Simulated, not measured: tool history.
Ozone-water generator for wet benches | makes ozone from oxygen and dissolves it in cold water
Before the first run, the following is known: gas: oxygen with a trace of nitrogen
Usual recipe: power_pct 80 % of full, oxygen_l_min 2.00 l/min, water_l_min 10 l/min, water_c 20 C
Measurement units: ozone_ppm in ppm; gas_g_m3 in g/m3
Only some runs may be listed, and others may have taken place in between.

{"run": 1, "day": 0.0, "power_pct": 80, "oxygen_l_min": 2.0, "water_l_min": 10, "water_c": 20, "ozone_ppm": 15.1, "gas_g_m3": 229.5}
{"run": 2, "day": 1.138, "power_pct": 69, "oxygen_l_min": 2.0, "water_l_min": 10, "water_c": 20, "ozone_ppm": 13.7, "gas_g_m3": 208.4}
{"run": 3, "day": 3.417, "power_pct": 80, "oxygen_l_min": 2.0, "water_l_min": 10, "water_c": 20, "ozone_ppm": 15.1, "gas_g_m3": 231.4}
{"run": 4, "day": 5.175, "power_pct": 80, "oxygen_l_min": 2.0, "water_l_min": 10, "water_c": 20, "ozone_ppm": 14.8, "gas_g_m3": 230.1}
{"run": 5, "day": 6.554, "power_pct": 80, "oxygen_l_min": 2.0, "water_l_min": 10, "water_c": 12, "ozone_ppm": 16.6, "gas_g_m3": 229.9}
{"run": 6, "day": 8.021, "power_pct": 80, "oxygen_l_min": 2.0, "water_l_min": 10, "water_c": 12, "ozone_ppm": 16.6, "gas_g_m3": 228.8}
{"run": 7, "day": 10.3, "power_pct": 80, "oxygen_l_min": 2.0, "water_l_min": 10, "water_c": 12, "ozone_ppm": 16.5, "gas_g_m3": 228.2}
{"run": 8, "day": 12.171, "power_pct": 80, "oxygen_l_min": 2.0, "water_l_min": 10, "water_c": 12, "ozone_ppm": 16.6, "gas_g_m3": 229.9}
{"day": 12.533, "done": "contactor cleaned"}
{"run": 9, "day": 13.912, "power_pct": 57, "oxygen_l_min": 2.0, "water_l_min": 10, "water_c": 20, "ozone_ppm": 11.4, "gas_g_m3": 181.6}
{"run": 10, "day": 15.346, "power_pct": 80, "oxygen_l_min": 2.0, "water_l_min": 10, "water_c": 20, "ozone_ppm": 14.3, "gas_g_m3": 227.8}
{"run": 11, "day": 16.417, "power_pct": 80, "oxygen_l_min": 2.0, "water_l_min": 10, "water_c": 20, "ozone_ppm": 14.4, "gas_g_m3": 228.8}
{"day": 16.588, "done": "water thermometer calibrated"}
{"day": 17.104, "done": "contactor cleaned, once more"}
{"run": 12, "day": 18.542, "power_pct": 80, "oxygen_l_min": 2.0, "water_l_min": 10, "water_c": 20, "ozone_ppm": 15.4, "gas_g_m3": 227.9}
{"run": 13, "day": 20.429, "power_pct": 80, "oxygen_l_min": 2.0, "water_l_min": 10, "water_c": 20, "ozone_ppm": 15.5, "gas_g_m3": 226.1}
{"run": 14, "day": 21.525, "power_pct": 80, "oxygen_l_min": 2.0, "water_l_min": 10, "water_c": 20, "ozone_ppm": 15.5, "gas_g_m3": 226.8}
{"run": 15, "day": 22.721, "power_pct": 89, "oxygen_l_min": 1.57, "water_l_min": 10, "water_c": 25, "ozone_ppm": 14.8, "gas_g_m3": 267.2}
{"run": 16, "day": 25.1, "power_pct": 80, "oxygen_l_min": 2.0, "water_l_min": 10, "water_c": 21, "ozone_ppm": 15.4, "gas_g_m3": 226.2}
{"run": 17, "day": 27.121, "power_pct": 59, "oxygen_l_min": 2.7, "water_l_min": 10, "water_c": 20, "ozone_ppm": 13.3, "gas_g_m3": 165.2}
{"run": 18, "day": 29.383, "power_pct": 59, "oxygen_l_min": 2.7, "water_l_min": 10, "water_c": 20, "ozone_ppm": 13.5, "gas_g_m3": 163.9}
{"run": 19, "day": 30.675, "power_pct": 45, "oxygen_l_min": 2.0, "water_l_min": 13, "water_c": 20, "ozone_ppm": 8.3, "gas_g_m3": 153.7}
{"run": 20, "day": 31.696, "power_pct": 45, "oxygen_l_min": 2.0, "water_l_min": 9, "water_c": 16, "ozone_ppm": 11.9, "gas_g_m3": 155.3}
{"run": 21, "day": 33.504, "power_pct": 45, "oxygen_l_min": 2.0, "water_l_min": 9, "water_c": 16, "ozone_ppm": 12.0, "gas_g_m3": 153.6}

What will run 22 give?
{"run": 22, "day": 35.817, "power_pct": 45, "oxygen_l_min": 2.0, "water_l_min": 9, "water_c": 16, "ozone_ppm": "?", "gas_g_m3": "?"}

Run 22 measured ozone_ppm 12.1 ppm, gas_g_m3 152.2 g/m3.
Without the tool's hidden state the same run would have given ozone_ppm 12.4 ppm, gas_g_m3 154.4 g/m3.

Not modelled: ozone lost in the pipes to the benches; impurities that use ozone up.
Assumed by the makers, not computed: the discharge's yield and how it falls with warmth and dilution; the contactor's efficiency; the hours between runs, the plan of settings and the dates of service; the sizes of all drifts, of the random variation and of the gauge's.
